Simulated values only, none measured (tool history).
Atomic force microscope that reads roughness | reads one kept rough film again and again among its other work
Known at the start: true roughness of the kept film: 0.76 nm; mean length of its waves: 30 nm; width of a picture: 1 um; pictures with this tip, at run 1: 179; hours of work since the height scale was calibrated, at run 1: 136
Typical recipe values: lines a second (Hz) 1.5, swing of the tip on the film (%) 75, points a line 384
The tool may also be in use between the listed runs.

run   hour  lines a second (Hz)  swing of the tip on the film (%)  points a line  pictures with this tip  hours of work since the height scale was calibrated  roughness of the kept film (nm (root mean square))
  1      0                  1.5                                75            384                     179                                                  136                                               0.655
  2    8.3                  1.5                                75            384                     193                                                  142                                               0.657
  3     13                  1.5                                75            384                     201                                                  145                                                0.65
  4     23                  1.5                                75            384                     217                                                  152                                               0.648
  5   30.7                  1.5                                75            384                     230                                                  158                                               0.649
  6   35.4                  1.5                                75            384                     238                                                  161                                               0.644
  7   46.1                  1.5                                56            384                     255                                                  169                                                0.67
      47.1  -- new tip fitted
  8   51.1                  1.5                                56            384                       7                                                  172                                               0.718
  9   58.5                  1.5                                56            384                      19                                                  178                                                0.72
 10     67                  1.5                                56            384                      33                                                  184                                               0.709
 11   72.6                  1.5                                56            384                      42                                                  188                                               0.713
 12   82.9                  1.5                                56            384                      59                                                  196                                               0.704
 13   92.5                  1.5                                56            384                      75                                                  203                                               0.703
 14   98.4                  1.5                                56            384                      85                                                  207                                                0.71
 15  104.2                  1.5                                56            384                      94                                                  211                                               0.702
 16  108.8                  1.5                                56            384                     102                                                  215                                               0.701
 17  114.3                  1.5                                75            701                     111                                                  219                                               0.661
 18  120.1                  1.5                                75            701                     121                                                  223                                               0.668
 19  127.3                  1.5                                75            668                     132                                                  228                                               0.668
 20  136.6                 1.48                                75            384                     148                                                  235                                               0.659
 21  144.7                  1.5                                75            384                     161                                                  241                                                0.65
 22    154                  1.5                                75            384                     176                                                  248                                               0.641
 23  163.5                  1.5                                75            384                     192                                                  255                                               0.648
 24  169.5                  1.5                                75            384                     202                                                  259                                               0.642
 25    179                  1.5                                65            384                     218                                                  266                                               0.675
 26  184.1                  1.5                                65            384                     226                                                  270                                               0.667
 27  189.2                  1.5                                79            384                     235                                                  273                                                0.63
 28  196.1                 0.86                                64            384                     246                                                  278                                               0.682
 29  200.7                 0.86                                64            384                     253                                                  282                                               0.687
     202.6  -- new tip fitted
 30  210.1                 1.54                                75            384                      12                                                  288                                               0.673
 31  219.6                 1.54                                75            384                      28                                                  295                                               0.665
 32  229.9                 0.97                                81            502                      45                                                  303                                               0.662
 33  236.1                 0.66                                81            502                      55                                                  307                                               0.695
 34  245.4                 0.72                                74            562                      70                                                  314                                               0.698
 35  253.4                 0.76                                74            488                      83                                                  320                                               0.694
 36  258.8                  1.6                                64            312                      92                                                  324                                                0.69

Run 37 has not been measured yet. What should we expect?
 37  263.7                 1.61                                64            824                     101                                                  327                                                   ?

roughness of the kept film (nm (root mean square)): 0.681
Take away the tool's hidden state, keep the run-to-run variation as it was, and the same run would have given roughness of the kept film (nm (root mean square)) 0.703.
